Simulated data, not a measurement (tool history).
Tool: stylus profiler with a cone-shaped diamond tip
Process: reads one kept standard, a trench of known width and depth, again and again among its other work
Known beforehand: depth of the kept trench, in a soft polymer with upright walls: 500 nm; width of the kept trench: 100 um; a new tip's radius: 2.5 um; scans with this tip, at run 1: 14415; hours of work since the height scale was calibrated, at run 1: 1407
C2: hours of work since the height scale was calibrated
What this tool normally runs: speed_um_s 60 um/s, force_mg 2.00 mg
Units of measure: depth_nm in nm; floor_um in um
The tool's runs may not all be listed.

Run 1, hour 0.0: usual settings; scans with this tip 14415; C2 1407. Result: depth_nm 510.27 nm, floor_um 95.07 um.
Run 2, hour 38.4: usual settings; scans with this tip 14687; C2 1433. Result: depth_nm 510.22 nm, floor_um 95.04 um.
Run 3, hour 61.6: usual settings; scans with this tip 14852; C2 1449. Result: depth_nm 510.17 nm, floor_um 94.95 um.
Run 4, hour 105.7: usual settings; scans with this tip 15164; C2 1480. Result: depth_nm 510.46 nm, floor_um 94.95 um.
Run 5, hour 148.2: usual settings; scans with this tip 15465; C2 1509. Result: depth_nm 510.35 nm, floor_um 94.91 um.
Run 6, hour 180.6: usual settings; scans with this tip 15694; C2 1532. Result: depth_nm 510.51 nm, floor_um 94.91 um.
Run 7, hour 214.8: usual settings; scans with this tip 15937; C2 1555. Result: depth_nm 510.45 nm, floor_um 94.87 um.
At hour 230.5: new tip fitted, height scale calibrated.
Run 8, hour 260.8: usual settings; scans with this tip 215; C2 21. Result: depth_nm 506.61 nm, floor_um 96.56 um.
Run 9, hour 296.1: usual settings; scans with this tip 465; C2 45. Result: depth_nm 506.36 nm, floor_um 96.49 um.
Run 10, hour 320.6: usual settings; scans with this tip 638; C2 62. Result: depth_nm 506.41 nm, floor_um 96.51 um.
Run 11, hour 353.6: usual settings; scans with this tip 872; C2 85. Result: depth_nm 506.68 nm, floor_um 96.50 um.
Run 12, hour 391.0: usual settings; scans with this tip 1137; C2 111. Result: depth_nm 506.79 nm, floor_um 96.46 um.
Run 13, hour 419.5: usual settings but speed_um_s 19 um/s; scans with this tip 1339; C2 131. Result: depth_nm 506.66 nm, floor_um 96.70 um.
Run 14, hour 450.8: usual settings but speed_um_s 19 um/s, force_mg 1.31 mg; scans with this tip 1560; C2 152. Result: depth_nm 505.19 nm, floor_um 96.66 um.
Run 15, hour 475.4: usual settings but speed_um_s 111 um/s; scans with this tip 1735; C2 169. Result: depth_nm 506.62 nm, floor_um 96.06 um.
Run 16, hour 514.8: usual settings but speed_um_s 30 um/s; scans with this tip 2014; C2 196. Result: depth_nm 506.84 nm, floor_um 96.55 um.
Run 17, hour 558.9: usual settings but speed_um_s 22 um/s; scans with this tip 2326; C2 227. Result: depth_nm 507.04 nm, floor_um 96.50 um.
Run 18, hour 596.0: usual settings; scans with this tip 2589; C2 253. Result: depth_nm 507.27 nm, floor_um 96.26 um.
Run 19, hour 636.6: usual settings; scans with this tip 2877; C2 281. Result: depth_nm 507.13 nm, floor_um 96.19 um.
Run 20, hour 678.5: usual settings; scans with this tip 3173; C2 310. Result: depth_nm 506.93 nm, floor_um 96.18 um.
Run 21, hour 714.9: usual settings; scans with this tip 3431; C2 335. Result: depth_nm 507.28 nm, floor_um 96.17 um.
Run 22, hour 757.1: usual settings; scans with this tip 3730; C2 364. Result: depth_nm 507.27 nm, floor_um 96.09 um.
Run 23, hour 803.5: usual settings; scans with this tip 4059; C2 396. Result: depth_nm 507.07 nm, floor_um 96.06 um.
Run 24, hour 839.8: usual settings; scans with this tip 4316; C2 421. Result: depth_nm 507.44 nm, floor_um 96.01 um.
Run 25, hour 879.8: usual settings but speed_um_s 78 um/s; scans with this tip 4599; C2 449. Result: depth_nm 507.29 nm, floor_um 95.90 um.
Run 26, hour 902.7: usual settings but speed_um_s 78 um/s; scans with this tip 4762; C2 465. Result: depth_nm 507.81 nm, floor_um 95.85 um.
Run 27, hour 947.2: usual settings but speed_um_s 78 um/s; scans with this tip 5077; C2 495. Result: depth_nm 507.64 nm, floor_um 95.84 um.
Run 28, hour 984.8: usual settings but speed_um_s 212 um/s, force_mg 1.80 mg; scans with this tip 5343; C2 521. Result: depth_nm 507.07 nm, floor_um 94.97 um.
Run 29, hour 1026.7: usual settings but speed_um_s 212 um/s, force_mg 1.80 mg; scans with this tip 5640; C2 550. Result: depth_nm 507.13 nm, floor_um 94.95 um.
Run 30, hour 1069.5: usual settings but speed_um_s 58 um/s, force_mg 1.92 mg; scans with this tip 5943; C2 580. Result: depth_nm 507.62 nm, floor_um 95.88 um.
Run 31, hour 1099.7: usual settings but speed_um_s 48 um/s, force_mg 2.59 mg; scans with this tip 6157; C2 601. Result: depth_nm 509.12 nm, floor_um 95.99 um.
Run 32, hour 1134.9: usual settings but speed_um_s 48 um/s, force_mg 2.59 mg; scans with this tip 6407; C2 625. Result: depth_nm 508.90 nm, floor_um 95.90 um.
Run 33, hour 1156.8: usual settings but speed_um_s 48 um/s, force_mg 2.59 mg; scans with this tip 6562; C2 640. Result: depth_nm 508.85 nm, floor_um 95.96 um.
Run 34, hour 1179.0: usual settings but speed_um_s 147 um/s, force_mg 4.89 mg; scans with this tip 6718; C2 656. Result: depth_nm 513.13 nm, floor_um 95.60 um.
Run 35, hour 1212.2: usual settings but speed_um_s 29 um/s, force_mg 2.66 mg; scans with this tip 6954; C2 679. Result: depth_nm 509.47 nm, floor_um 95.93 um.
Run 36, hour 1245.1: usual settings but speed_um_s 78 um/s, force_mg 2.13 mg; scans with this tip 7187; C2 701. Result: depth_nm 508.38 nm, floor_um 95.65 um.
Run 37, hour 1286.6: usual settings but speed_um_s 78 um/s, force_mg 4.84 mg; scans with this tip 7481; C2 730. Result: depth_nm 513.67 nm, floor_um 95.75 um.
Run 38, hour 1325.7: usual settings but speed_um_s 235 um/s, force_mg 2.25 mg; scans with this tip 7758; C2 757. Result: depth_nm 508.46 nm, floor_um 94.73 um.
Run 39, hour 1346.9: usual settings but speed_um_s 235 um/s, force_mg 2.25 mg; scans with this tip 7908; C2 772. Result: depth_nm 508.69 nm, floor_um 94.69 um.
Run 40, hour 1375.9: usual settings but speed_um_s 235 um/s, force_mg 2.25 mg; scans with this tip 8114; C2 792. Result: depth_nm 508.73 nm, floor_um 94.66 um.
Run 41, hour 1416.1: usual settings but force_mg 3.41 mg; scans with this tip 8398; C2 820. Result: depth_nm 511.22 nm, floor_um 95.73 um.
Run 42, hour 1460.5: usual settings but force_mg 3.41 mg; scans with this tip 8713; C2 850. Result: depth_nm 511.21 nm, floor_um 95.63 um.
Run 43, hour 1485.6: usual settings but speed_um_s 28 um/s, force_mg 1.31 mg; scans with this tip 8890; C2 868. Result: depth_nm 506.93 nm, floor_um 95.68 um.
Run 44, hour 1504.8: usual settings but speed_um_s 43 um/s, force_mg 1.44 mg; scans with this tip 9027; C2 881. Result: depth_nm 507.55 nm, floor_um 95.58 um.
Run 45, hour 1547.4: usual settings but speed_um_s 116 um/s, force_mg 1.08 mg; scans with this tip 9328; C2 910. Result: depth_nm 506.21 nm, floor_um 94.92 um.
Run 46, hour 1595.0: usual settings but speed_um_s 23 um/s, force_mg 4.09 mg; scans with this tip 9665; C2 943. Result: depth_nm 512.75 nm, floor_um 95.72 um.
Run 47, hour 1617.8: usual settings but speed_um_s 212 um/s, force_mg 4.02 mg; scans with this tip 9827; C2 959. Result: depth_nm 512.67 nm, floor_um 94.97 um.

Each row is a separate what-if for the run after 47, all from the same tool condition, not one after another. Results?
Run A, hour 1651.3: usual settings but speed_um_s 195 um/s, force_mg 2.04 mg; scans with this tip 10064; C2 982. Result: depth_nm ?, floor_um ?.
Run B, hour 1651.3: usual settings but speed_um_s 47 um/s, force_mg 1.19 mg; scans with this tip 10064; C2 982. Result: depth_nm ?, floor_um ?.
Run C, hour 1651.3: usual settings but speed_um_s 16 um/s, force_mg 4.91 mg; scans with this tip 10064; C2 982. Result: depth_nm ?, floor_um ?.

run  depth_nm  floor_um
  A    508.96     94.70
  B    506.91     95.44
  C    514.10     95.78
Stripped of hidden state, with their random variation kept, the same runs would have yielded:
run  depth_nm  floor_um
  A    506.69     95.90
  B    504.66     96.64
  C    511.81     96.98
